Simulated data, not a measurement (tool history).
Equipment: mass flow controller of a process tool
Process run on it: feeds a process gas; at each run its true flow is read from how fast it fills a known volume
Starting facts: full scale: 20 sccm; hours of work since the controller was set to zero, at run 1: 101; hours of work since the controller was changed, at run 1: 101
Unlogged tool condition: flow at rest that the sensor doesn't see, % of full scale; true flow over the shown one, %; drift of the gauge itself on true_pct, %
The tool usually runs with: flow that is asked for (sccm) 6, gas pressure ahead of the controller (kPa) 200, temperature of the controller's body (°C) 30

| run | day | flow that is asked for (sccm) | gas pressure ahead of the controller (kPa) | temperature of the controller's body (°C) | hours of work since the controller was set to zero | hours of work since the controller was changed | true flow (%) |
|---|---|---|---|---|---|---|---|
| 1 | 0 | 6 | 200 | 30 | 101 | 101 | 100.13 |
| 2 | 9.95 | 6 | 200 | 30 | 207 | 207 | 100.02 |
| 3 | 22.288 | 6 | 200 | 30 | 338 | 338 | 100.03 |
| 4 | 31.917 | 6 | 149 | 30 | 441 | 441 | 100.43 |
| 5 | 46.108 | 6 | 220 | 30 | 592 | 592 | 99.67 |
| 6 | 54.75 | 12 | 200 | 30 | 684 | 684 | 100.26 |
| 7 | 63.646 | 12 | 200 | 30 | 779 | 779 | 100.16 |
| 8 | 70.896 | 12 | 181 | 30 | 856 | 856 | 100.48 |
| 9 | 81.196 | 6 | 147 | 32 | 966 | 966 | 100.3 |
|  | 82.283 | controller's zero set anew |
| 10 | 94.933 | 6 | 147 | 32 | 135 | 1111 | 100.14 |
| 11 | 102.029 | 3 | 200 | 36 | 210 | 1187 | 99.65 |
| 12 | 111.408 | 5 | 200 | 36 | 310 | 1287 | 100.02 |
| 13 | 123.5 | 6 | 259 | 31 | 439 | 1416 | 99.07 |

Below are 5 alternative next runs, each starting from the tool's condition after run 13. Predict each:
|  | 137.421 | controller's zero set anew, once more |
| A | 138.9 | 6 | 217 | 23 | 16 | 1579 | ? |
|  | 137.421 | controller's zero set anew, once more |
| B | 138.9 | 3 | 259 | 28 | 16 | 1579 | ? |
|  | 137.421 | controller's zero set anew, once more |
| C | 138.9 | 11 | 160 | 38 | 16 | 1579 | ? |
|  | 137.421 | controller's zero set anew, once more |
| D | 138.9 | 6 | 210 | 31 | 16 | 1579 | ? |
|  | 137.421 | controller's zero set anew, once more |
| E | 138.9 | 15 | 197 | 30 | 16 | 1579 | ? |

| run | true flow (%) |
|---|---|
| A | 98.97 |
| B | 98.89 |
| C | 101.35 |
| D | 99.8 |
| E | 100.35 |
Had the tool no hidden state, the same runs would have come out as:
| run | true flow (%) |
|---|---|
| A | 99.25 |
| B | 99.39 |
| C | 101.53 |
| D | 100.08 |
| E | 100.51 |

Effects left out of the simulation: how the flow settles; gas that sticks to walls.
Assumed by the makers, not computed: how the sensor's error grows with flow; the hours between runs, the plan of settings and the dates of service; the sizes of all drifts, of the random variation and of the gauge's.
